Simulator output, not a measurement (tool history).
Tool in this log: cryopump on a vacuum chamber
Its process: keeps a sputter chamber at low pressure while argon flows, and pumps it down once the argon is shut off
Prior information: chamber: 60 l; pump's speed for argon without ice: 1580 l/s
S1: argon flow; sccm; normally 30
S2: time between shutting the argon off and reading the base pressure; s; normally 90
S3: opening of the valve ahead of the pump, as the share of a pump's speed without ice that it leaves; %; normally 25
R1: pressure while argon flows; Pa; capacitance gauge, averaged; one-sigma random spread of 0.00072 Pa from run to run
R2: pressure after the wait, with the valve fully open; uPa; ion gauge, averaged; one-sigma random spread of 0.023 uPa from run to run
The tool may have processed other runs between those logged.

{"run": 1, "day": 0.0, "S1": 30, "S2": 90, "S3": 25, "R1": 0.1339, "R2": 1.09}
{"run": 2, "day": 1.688, "S1": 30, "S2": 90, "S3": 25, "R1": 0.1343, "R2": 1.12}
{"run": 3, "day": 4.254, "S1": 30, "S2": 70, "S3": 25, "R1": 0.1338, "R2": 1.39}
{"run": 4, "day": 7.358, "S1": 30, "S2": 70, "S3": 25, "R1": 0.1355, "R2": 1.42}
{"run": 5, "day": 9.879, "S1": 30, "S2": 70, "S3": 25, "R1": 0.1366, "R2": 1.42}
{"run": 6, "day": 12.358, "S1": 30, "S2": 141, "S3": 25, "R1": 0.1366, "R2": 1.15}
{"run": 7, "day": 13.867, "S1": 36, "S2": 90, "S3": 25, "R1": 0.1661, "R2": 1.38}
{"run": 8, "day": 15.346, "S1": 36, "S2": 90, "S3": 25, "R1": 0.1664, "R2": 1.4}
{"run": 9, "day": 18.062, "S1": 16, "S2": 90, "S3": 25, "R1": 0.0741, "R2": 1.46}
{"run": 10, "day": 21.342, "S1": 30, "S2": 109, "S3": 25, "R1": 0.1396, "R2": 1.42}
{"run": 11, "day": 22.696, "S1": 30, "S2": 109, "S3": 33, "R1": 0.11, "R2": 1.48}
{"run": 12, "day": 24.375, "S1": 30, "S2": 109, "S3": 33, "R1": 0.1097, "R2": 1.5}
{"day": 26.004, "done": "pump warmed up, emptied and cooled again"}
{"run": 13, "day": 27.279, "S1": 30, "S2": 109, "S3": 33, "R1": 0.0979, "R2": 1.24}
{"run": 14, "day": 29.8, "S1": 30, "S2": 109, "S3": 33, "R1": 0.0992, "R2": 1.29}
{"run": 15, "day": 31.858, "S1": 30, "S2": 109, "S3": 33, "R1": 0.1004, "R2": 1.31}
{"run": 16, "day": 34.329, "S1": 26, "S2": 270, "S3": 30, "R1": 0.0944, "R2": 1.12}
{"run": 17, "day": 36.55, "S1": 30, "S2": 101, "S3": 18, "R1": 0.1816, "R2": 1.43}
{"run": 18, "day": 38.321, "S1": 30, "S2": 245, "S3": 40, "R1": 0.0844, "R2": 1.17}
{"run": 19, "day": 39.692, "S1": 30, "S2": 245, "S3": 40, "R1": 0.0851, "R2": 1.19}
{"run": 20, "day": 42.267, "S1": 19, "S2": 245, "S3": 25, "R1": 0.0841, "R2": 1.28}
{"run": 21, "day": 45.221, "S1": 30, "S2": 129, "S3": 48, "R1": 0.0726, "R2": 1.5}
{"run": 22, "day": 46.571, "S1": 30, "S2": 129, "S3": 48, "R1": 0.0726, "R2": 1.52}
{"run": 23, "day": 49.412, "S1": 46, "S2": 90, "S3": 32, "R1": 0.1637, "R2": 1.74}
{"run": 24, "day": 52.3, "S1": 46, "S2": 90, "S3": 32, "R1": 0.1658, "R2": 1.77}
{"run": 25, "day": 54.575, "S1": 30, "S2": 90, "S3": 39, "R1": 0.0907, "R2": 1.8}
{"run": 26, "day": 56.092, "S1": 30, "S2": 90, "S3": 39, "R1": 0.0902, "R2": 1.86}
{"run": 27, "day": 57.992, "S1": 30, "S2": 90, "S3": 39, "R1": 0.091, "R2": 1.89}
{"run": 28, "day": 59.738, "S1": 22, "S2": 247, "S3": 23, "R1": 0.1093, "R2": 1.64}

Forecast each of these 4 alternatives for the next run:
{"run": "A", "day": 62.562, "S1": 52, "S2": 27, "S3": 24, "R1": "?", "R2": "?"}
{"run": "B", "day": 62.562, "S1": 40, "S2": 247, "S3": 25, "R1": "?", "R2": "?"}
{"run": "C", "day": 62.562, "S1": 38, "S2": 104, "S3": 25, "R1": "?", "R2": "?"}
{"run": "D", "day": 62.562, "S1": 22, "S2": 247, "S3": 34, "R1": "?", "R2": "?"}

run=A R1=0.2535 R2=3.34
run=B R1=0.1851 R2=1.7
run=C R1=0.1784 R2=1.9
run=D R1=0.077 R2=1.65
With no hidden state in the tool, these same runs would have given:
run=A R1=0.2347 R2=1.97
run=B R1=0.1707 R2=0.36
run=C R1=0.1647 R2=0.61
run=D R1=0.0691 R2=0.36
